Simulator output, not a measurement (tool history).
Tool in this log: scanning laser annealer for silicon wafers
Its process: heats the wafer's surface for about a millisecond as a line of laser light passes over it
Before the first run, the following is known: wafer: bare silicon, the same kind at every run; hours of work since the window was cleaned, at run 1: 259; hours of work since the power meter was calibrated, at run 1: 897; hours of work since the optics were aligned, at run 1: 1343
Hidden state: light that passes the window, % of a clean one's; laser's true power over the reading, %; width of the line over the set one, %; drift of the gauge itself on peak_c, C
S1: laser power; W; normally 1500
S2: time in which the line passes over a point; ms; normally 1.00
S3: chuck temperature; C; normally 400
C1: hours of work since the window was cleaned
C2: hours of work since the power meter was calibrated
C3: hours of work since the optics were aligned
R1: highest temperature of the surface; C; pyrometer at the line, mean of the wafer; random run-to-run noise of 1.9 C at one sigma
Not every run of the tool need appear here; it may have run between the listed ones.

{"run": 1, "hour": 0.0, "S1": 1500, "S2": 1.0, "S3": 400, "C1": 259, "C2": 897, "C3": 1343, "R1": 1135}
{"run": 2, "hour": 29.9, "S1": 1500, "S2": 1.0, "S3": 400, "C1": 280, "C2": 918, "C3": 1364, "R1": 1139}
{"run": 3, "hour": 51.0, "S1": 1500, "S2": 1.0, "S3": 391, "C1": 295, "C2": 933, "C3": 1379, "R1": 1126}
{"run": 4, "hour": 75.1, "S1": 1500, "S2": 1.0, "S3": 391, "C1": 312, "C2": 950, "C3": 1396, "R1": 1126}
{"run": 5, "hour": 96.5, "S1": 1500, "S2": 1.0, "S3": 391, "C1": 327, "C2": 965, "C3": 1411, "R1": 1126}
{"run": 6, "hour": 118.4, "S1": 1500, "S2": 1.0, "S3": 391, "C1": 342, "C2": 980, "C3": 1426, "R1": 1126}
{"run": 7, "hour": 148.2, "S1": 1500, "S2": 1.0, "S3": 391, "C1": 363, "C2": 1001, "C3": 1447, "R1": 1122}
{"run": 8, "hour": 176.4, "S1": 1529, "S2": 1.0, "S3": 391, "C1": 383, "C2": 1021, "C3": 1467, "R1": 1137}
{"run": 9, "hour": 192.6, "S1": 1554, "S2": 0.73, "S3": 385, "C1": 394, "C2": 1032, "C3": 1479, "R1": 1036}
{"run": 10, "hour": 220.6, "S1": 1635, "S2": 1.23, "S3": 401, "C1": 414, "C2": 1052, "C3": 1498, "R1": 1283}
{"run": 11, "hour": 240.5, "S1": 1328, "S2": 1.0, "S3": 374, "C1": 428, "C2": 1066, "C3": 1512, "R1": 1008}
{"run": 12, "hour": 259.4, "S1": 1298, "S2": 1.22, "S3": 438, "C1": 441, "C2": 1079, "C3": 1526, "R1": 1118}

Predict the results of run 13:
{"run": 13, "hour": 275.5, "S1": 1298, "S2": 1.22, "S3": 438, "C1": 452, "C2": 1091, "C3": 1537, "R1": "?"}

{"run 13": {"R1": 1115}}
With no hidden state in the tool, this same run would have given R1 1158 C.
